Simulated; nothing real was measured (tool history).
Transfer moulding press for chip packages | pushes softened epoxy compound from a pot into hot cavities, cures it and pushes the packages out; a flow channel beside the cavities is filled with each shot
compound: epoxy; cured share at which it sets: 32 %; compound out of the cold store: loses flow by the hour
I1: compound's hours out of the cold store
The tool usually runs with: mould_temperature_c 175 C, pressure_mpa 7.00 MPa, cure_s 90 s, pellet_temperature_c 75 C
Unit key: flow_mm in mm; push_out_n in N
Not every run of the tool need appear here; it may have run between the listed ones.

{"run": 1, "hour": 0.0, "mould_temperature_c": 175, "pressure_mpa": 7.0, "cure_s": 90, "pellet_temperature_c": 75, "I1": 26.7, "flow_mm": 907, "push_out_n": 704}
{"run": 2, "hour": 11.6, "mould_temperature_c": 175, "pressure_mpa": 7.02, "cure_s": 90, "pellet_temperature_c": 75, "I1": 24.2, "flow_mm": 909, "push_out_n": 786}
{"run": 3, "hour": 22.5, "mould_temperature_c": 175, "pressure_mpa": 7.0, "cure_s": 80, "pellet_temperature_c": 75, "I1": 32.5, "flow_mm": 877, "push_out_n": 1138}
{"run": 4, "hour": 32.5, "mould_temperature_c": 175, "pressure_mpa": 7.0, "cure_s": 80, "pellet_temperature_c": 75, "I1": 9.3, "flow_mm": 957, "push_out_n": 1210}
{"run": 5, "hour": 40.2, "mould_temperature_c": 175, "pressure_mpa": 7.0, "cure_s": 88, "pellet_temperature_c": 75, "I1": 16.5, "flow_mm": 932, "push_out_n": 991}
{"hour": 44.2, "done": "cavities cleaned with cleaning compound and waxed"}
{"run": 6, "hour": 54.7, "mould_temperature_c": 175, "pressure_mpa": 7.0, "cure_s": 88, "pellet_temperature_c": 75, "I1": 11.6, "flow_mm": 950, "push_out_n": 1237}
{"run": 7, "hour": 61.4, "mould_temperature_c": 175, "pressure_mpa": 7.0, "cure_s": 88, "pellet_temperature_c": 75, "I1": 24.9, "flow_mm": 895, "push_out_n": 1177}
{"run": 8, "hour": 71.7, "mould_temperature_c": 175, "pressure_mpa": 7.0, "cure_s": 88, "pellet_temperature_c": 75, "I1": 17.0, "flow_mm": 921, "push_out_n": 1174}
{"run": 9, "hour": 82.8, "mould_temperature_c": 175, "pressure_mpa": 7.0, "cure_s": 88, "pellet_temperature_c": 75, "I1": 35.1, "flow_mm": 862, "push_out_n": 1131}
{"run": 10, "hour": 90.3, "mould_temperature_c": 175, "pressure_mpa": 7.0, "cure_s": 88, "pellet_temperature_c": 75, "I1": 39.0, "flow_mm": 854, "push_out_n": 1127}
{"run": 11, "hour": 98.5, "mould_temperature_c": 175, "pressure_mpa": 7.0, "cure_s": 88, "pellet_temperature_c": 75, "I1": 35.5, "flow_mm": 863, "push_out_n": 1098}
{"hour": 107.5, "done": "cavities cleaned with cleaning compound and waxed"}
{"run": 12, "hour": 107.5, "mould_temperature_c": 172, "pressure_mpa": 7.0, "cure_s": 90, "pellet_temperature_c": 75, "I1": 29.8, "flow_mm": 888, "push_out_n": 592}
{"run": 13, "hour": 113.6, "mould_temperature_c": 172, "pressure_mpa": 7.0, "cure_s": 88, "pellet_temperature_c": 75, "I1": 32.9, "flow_mm": 883, "push_out_n": 702}
{"hour": 122.0, "done": "cavities cleaned with cleaning compound and waxed, once more"}
{"run": 14, "hour": 126.1, "mould_temperature_c": 172, "pressure_mpa": 7.0, "cure_s": 88, "pellet_temperature_c": 75, "I1": 43.2, "flow_mm": 836, "push_out_n": 689}
{"run": 15, "hour": 139.1, "mould_temperature_c": 175, "pressure_mpa": 7.98, "cure_s": 119, "pellet_temperature_c": 75, "I1": 36.4, "flow_mm": 913, "push_out_n": 545}
{"run": 16, "hour": 146.5, "mould_temperature_c": 175, "pressure_mpa": 6.71, "cure_s": 90, "pellet_temperature_c": 73, "I1": 46.5, "flow_mm": 804, "push_out_n": 778}
{"run": 17, "hour": 153.6, "mould_temperature_c": 175, "pressure_mpa": 6.71, "cure_s": 90, "pellet_temperature_c": 73, "I1": 9.2, "flow_mm": 923, "push_out_n": 811}
{"run": 18, "hour": 165.0, "mould_temperature_c": 175, "pressure_mpa": 6.71, "cure_s": 90, "pellet_temperature_c": 73, "I1": 39.1, "flow_mm": 826, "push_out_n": 860}
{"run": 19, "hour": 172.2, "mould_temperature_c": 181, "pressure_mpa": 6.62, "cure_s": 90, "pellet_temperature_c": 71, "I1": 34.7, "flow_mm": 824, "push_out_n": 721}
{"run": 20, "hour": 180.1, "mould_temperature_c": 167, "pressure_mpa": 6.65, "cure_s": 90, "pellet_temperature_c": 77, "I1": 15.6, "flow_mm": 914, "push_out_n": 1602}
{"hour": 185.2, "done": "cavities cleaned with cleaning compound and waxed"}
{"run": 21, "hour": 191.2, "mould_temperature_c": 167, "pressure_mpa": 6.65, "cure_s": 90, "pellet_temperature_c": 77, "I1": 37.7, "flow_mm": 842, "push_out_n": 964}
{"run": 22, "hour": 204.1, "mould_temperature_c": 167, "pressure_mpa": 6.65, "cure_s": 90, "pellet_temperature_c": 77, "I1": 44.4, "flow_mm": 826, "push_out_n": 1097}
{"run": 23, "hour": 218.0, "mould_temperature_c": 175, "pressure_mpa": 7.0, "cure_s": 90, "pellet_temperature_c": 82, "I1": 14.0, "flow_mm": 919, "push_out_n": 844}
{"run": 24, "hour": 231.1, "mould_temperature_c": 175, "pressure_mpa": 7.0, "cure_s": 90, "pellet_temperature_c": 82, "I1": 13.8, "flow_mm": 917, "push_out_n": 899}
{"run": 25, "hour": 244.4, "mould_temperature_c": 175, "pressure_mpa": 7.0, "cure_s": 90, "pellet_temperature_c": 72, "I1": 37.6, "flow_mm": 847, "push_out_n": 914}
{"hour": 248.2, "done": "cavities cleaned with cleaning compound and waxed"}
{"run": 26, "hour": 256.9, "mould_temperature_c": 175, "pressure_mpa": 7.0, "cure_s": 90, "pellet_temperature_c": 75, "I1": 37.6, "flow_mm": 839, "push_out_n": 605}

Here are 4 independent what-if runs from the current tool condition. What would each one return?
{"run": "A", "hour": 269.2, "mould_temperature_c": 175, "pressure_mpa": 7.0, "cure_s": 114, "pellet_temperature_c": 75, "I1": 8.3, "flow_mm": "?", "push_out_n": "?"}
{"run": "B", "hour": 269.2, "mould_temperature_c": 173, "pressure_mpa": 7.0, "cure_s": 70, "pellet_temperature_c": 73, "I1": 18.4, "flow_mm": "?", "push_out_n": "?"}
{"run": "C", "hour": 269.2, "mould_temperature_c": 172, "pressure_mpa": 6.44, "cure_s": 90, "pellet_temperature_c": 84, "I1": 16.1, "flow_mm": "?", "push_out_n": "?"}
{"run": "D", "hour": 269.2, "mould_temperature_c": 175, "pressure_mpa": 7.0, "cure_s": 114, "pellet_temperature_c": 75, "I1": 18.0, "flow_mm": "?", "push_out_n": "?"}

run=A flow_mm=940 push_out_n=578
run=B flow_mm=907 push_out_n=1600
run=C flow_mm=882 push_out_n=852
run=D flow_mm=901 push_out_n=577
Stripped of hidden state, with their random variation kept, the same runs would have yielded:
run=A flow_mm=969 push_out_n=406
run=B flow_mm=935 push_out_n=1151
run=C flow_mm=909 push_out_n=614
run=D flow_mm=929 push_out_n=407
